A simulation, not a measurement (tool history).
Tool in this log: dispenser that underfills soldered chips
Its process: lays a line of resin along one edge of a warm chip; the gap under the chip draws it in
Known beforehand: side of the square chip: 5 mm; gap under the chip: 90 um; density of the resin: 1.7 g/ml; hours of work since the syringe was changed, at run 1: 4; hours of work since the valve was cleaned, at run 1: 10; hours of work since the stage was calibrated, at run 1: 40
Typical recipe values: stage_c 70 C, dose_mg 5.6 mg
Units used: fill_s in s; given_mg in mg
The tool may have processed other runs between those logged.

run,hour,stage_c,dose_mg,hours of work since the syringe was changed,hours of work since the valve was cleaned,hours of work since the stage was calibrated,fill_s,given_mg
1,0,70,5.6,4,10,40,10.7,5.55
2,2.7,70,5.6,6,12,42,11,5.56
3,7.1,70,5.6,9,15,45,11.7,5.55
4,9.9,69,5.6,12,17,47,14.1,5.51
# hour 10.9: new syringe of resin
5,12.9,69,5.6,1,19,49,10.2,5.5
6,17.4,69,5.6,5,23,52,11.3,5.49
7,21.5,58,6.41,8,26,55,18.4,6.27
8,25.1,58,6.41,10,28,58,19.8,6.26
# hour 27.6: new syringe of resin
9,29,73,6.58,1,31,60,8.2,6.39
10,31.4,70,7.19,3,33,62,9.6,7.01
11,33.5,77,6.71,4,34,64,8.5,6.52
12,38.1,77,6.71,8,37,67,8.6,6.49

For some of the steps in fill_s from one run to the next: how much would appear even if the tool had no hidden state, given the settings, what came in and random variation, and how much remains for the hidden state plus any gauge scatter that the measured result and the result without hidden state don't share?
Hidden conditions of the tool in this case: resin's viscosity, % of fresh resin's; dose that the valve gives, % of what is set; true chip temperature over the reading, C; drift of the gauge itself on fill_s, %; drift of the gauge itself on given_mg, %.
Run 8 -> 9: stage_c 58 -> 73, dose_mg 6.41 -> 6.58, new syringe of resin. fill_s -11.6 s: hidden state -5.2, all else -6.4.

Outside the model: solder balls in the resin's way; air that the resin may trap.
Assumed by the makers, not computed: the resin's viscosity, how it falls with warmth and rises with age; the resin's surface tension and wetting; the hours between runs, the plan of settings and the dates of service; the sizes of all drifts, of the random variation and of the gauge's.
